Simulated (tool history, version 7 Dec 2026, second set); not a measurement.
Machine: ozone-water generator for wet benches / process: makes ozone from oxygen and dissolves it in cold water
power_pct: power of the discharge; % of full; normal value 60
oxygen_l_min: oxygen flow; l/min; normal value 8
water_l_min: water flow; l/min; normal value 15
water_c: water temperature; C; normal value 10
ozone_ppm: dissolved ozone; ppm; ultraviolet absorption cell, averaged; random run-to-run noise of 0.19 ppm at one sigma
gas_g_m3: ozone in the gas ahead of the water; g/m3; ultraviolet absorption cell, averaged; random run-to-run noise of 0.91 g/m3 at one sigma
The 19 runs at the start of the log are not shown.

run,hour,power_pct,oxygen_l_min,water_l_min,water_c,ozone_ppm,gas_g_m3
20,1586.3,61,7.87,23,10,19.1,150.3
# hour 1631.9: contactor cleaned, once more
21,1643.1,61,12.63,23,10,18.6,116.1
22,1742.3,41,8,15,10,21.7,123
23,1801.4,41,8,18,5,20.6,123.1
24,1886.2,41,8,18,5,20.9,122.6
25,1989,41,4.24,18,5,20,177.7
26,2088.8,64,4.24,18,6,25.1,220.9
27,2213,44,5.87,15,6,24,150.7
28,2324.9,48,11.3,15,11,21.2,107.4
29,2396,48,11.3,15,11,21.4,108.8
30,2460.6,48,11.3,15,11,21.1,108.7
31,2565.4,48,11.3,15,11,21.1,108.6
32,2673.3,48,11.3,10,11,25.8,108.5

4 options for the next run, each taken on its own from the tool as it stands now. Forecast them:
A,2792.2,71,4.63,15,8,?,?
B,2792.2,87,8,15,5,?,?
C,2792.2,77,6.66,22,10,?,?
D,2792.2,48,4.65,15,11,?,?

run,ozone_ppm,gas_g_m3
A,29.4,220.7
B,33.5,177.3
C,22.2,185.3
D,23.6,178.5
Without the tool's hidden state the same runs would have given:
run,ozone_ppm,gas_g_m3
A,31.2,230.3
B,35.7,185.8
C,23.6,193.7
D,24.9,184.7
